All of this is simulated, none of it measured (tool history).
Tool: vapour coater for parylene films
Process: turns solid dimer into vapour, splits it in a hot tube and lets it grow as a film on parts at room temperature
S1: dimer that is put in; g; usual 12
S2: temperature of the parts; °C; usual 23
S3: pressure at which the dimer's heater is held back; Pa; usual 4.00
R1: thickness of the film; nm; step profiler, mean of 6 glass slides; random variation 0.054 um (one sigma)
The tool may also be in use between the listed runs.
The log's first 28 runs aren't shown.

run    hour  S1  S2     S3     R1
 29   866.8   7  22   2.86   4750
 30   889.4  14  30   4.45   6490
 31   918.0  22  30   7.03   9640
      942.7  -- trap's valve overhauled
 32   942.7  17  35   2.64   7210
 33   977.2  19  23   6.28  11170
 34  1017.0  12  22   6.36   7290
 35  1060.3  18  31   4.00   8350
 36  1094.4  10  19   3.75   7340
 37  1132.1  12  23   2.30   8020
 38  1156.8  12  23   2.30   8120
     1177.2  -- trap's valve overhauled
 39  1189.5  14  21   8.90   8300
 40  1226.0  13  21  11.90   7410
 41  1259.6   5  17   2.60   4180
 42  1291.8   6  22   6.37   3630
 43  1327.0   9  23   3.20   5780
 44  1345.7   8  17   5.62   5870

Forecast each of these 3 alternatives for the next run:
  A  1366.9   8  31  5.62   ?
  B  1366.9  12  16  4.08   ?
  C  1366.9   7  33  2.17   ?

run    R1
  A  3510
  B  9660
  C  3210
Without the tool's hidden state the same runs would have given:
run    R1
  A  3520
  B  9690
  C  3220
